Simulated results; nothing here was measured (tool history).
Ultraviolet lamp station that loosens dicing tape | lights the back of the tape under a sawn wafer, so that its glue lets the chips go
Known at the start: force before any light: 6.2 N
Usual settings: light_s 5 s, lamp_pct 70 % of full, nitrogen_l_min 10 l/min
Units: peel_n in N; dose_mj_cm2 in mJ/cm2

run 1 day=0 | light_s=5 lamp_pct=70 nitrogen_l_min=10 | peel_n=0.993 dose_mj_cm2=221
run 2 day=0.962 | light_s=5 lamp_pct=70 nitrogen_l_min=10 | peel_n=0.972 dose_mj_cm2=221
run 3 day=1.742 | light_s=5 lamp_pct=70 nitrogen_l_min=10 | peel_n=1.01 dose_mj_cm2=220
run 4 day=2.758 | light_s=5 lamp_pct=70 nitrogen_l_min=4 | peel_n=1.688 dose_mj_cm2=217
run 5 day=4.162 | light_s=6 lamp_pct=70 nitrogen_l_min=10 | peel_n=0.776 dose_mj_cm2=259
run 6 day=5.288 | light_s=6 lamp_pct=70 nitrogen_l_min=10 | peel_n=0.797 dose_mj_cm2=254
run 7 day=6.475 | light_s=6 lamp_pct=70 nitrogen_l_min=10 | peel_n=0.827 dose_mj_cm2=255
run 8 day=7.658 | light_s=6 lamp_pct=70 nitrogen_l_min=7 | peel_n=1.017 dose_mj_cm2=251
run 9 day=9.038 | light_s=6 lamp_pct=70 nitrogen_l_min=7 | peel_n=1.046 dose_mj_cm2=249
run 10 day=10.462 | light_s=6 lamp_pct=70 nitrogen_l_min=7 | peel_n=1.056 dose_mj_cm2=245
run 11 day=11.588 | light_s=6 lamp_pct=70 nitrogen_l_min=7 | peel_n=1.089 dose_mj_cm2=241
run 12 day=12.883 | light_s=6 lamp_pct=84 nitrogen_l_min=18 | peel_n=0.449 dose_mj_cm2=285
run 13 day=14.192 | light_s=6 lamp_pct=84 nitrogen_l_min=18 | peel_n=0.454 dose_mj_cm2=285
run 14 day=15.071 | light_s=6 lamp_pct=77 nitrogen_l_min=10 | peel_n=0.74 dose_mj_cm2=257
run 15 day=15.692 | light_s=6 lamp_pct=77 nitrogen_l_min=10 | peel_n=0.774 dose_mj_cm2=257
run 16 day=16.975 | light_s=2 lamp_pct=93 nitrogen_l_min=3 | peel_n=3.534 dose_mj_cm2=101
run 17 day=17.762 | light_s=4 lamp_pct=75 nitrogen_l_min=10 | peel_n=1.565 dose_mj_cm2=163
run 18 day=18.383 | light_s=2 lamp_pct=70 nitrogen_l_min=7 | peel_n=3.432 dose_mj_cm2=77
run 19 day=19.283 | light_s=2 lamp_pct=70 nitrogen_l_min=7 | peel_n=3.468 dose_mj_cm2=74

4 ways to go on from here, each from the tool as it stands after run 19. What would each give?
-- day=19.404 window cleaned of glue's vapour
run A day=20.262 | light_s=7 lamp_pct=70 nitrogen_l_min=7 | peel_n=? dose_mj_cm2=?
-- day=19.404 window cleaned of glue's vapour
run B day=20.262 | light_s=7 lamp_pct=95 nitrogen_l_min=18 | peel_n=? dose_mj_cm2=?
-- day=19.404 window cleaned of glue's vapour
run C day=20.262 | light_s=4 lamp_pct=88 nitrogen_l_min=9 | peel_n=? dose_mj_cm2=?
-- day=19.404 window cleaned of glue's vapour
run D day=20.262 | light_s=4 lamp_pct=70 nitrogen_l_min=5 | peel_n=? dose_mj_cm2=?

run=A peel_n=0.807 dose_mj_cm2=289
run=B peel_n=0.277 dose_mj_cm2=391
run=C peel_n=1.201 dose_mj_cm2=209
run=D peel_n=2.062 dose_mj_cm2=166
Without the tool's hidden state the same runs would have given:
run=A peel_n=0.555 dose_mj_cm2=359
run=B peel_n=0.23 dose_mj_cm2=486
run=C peel_n=0.852 dose_mj_cm2=260
run=D peel_n=1.613 dose_mj_cm2=206
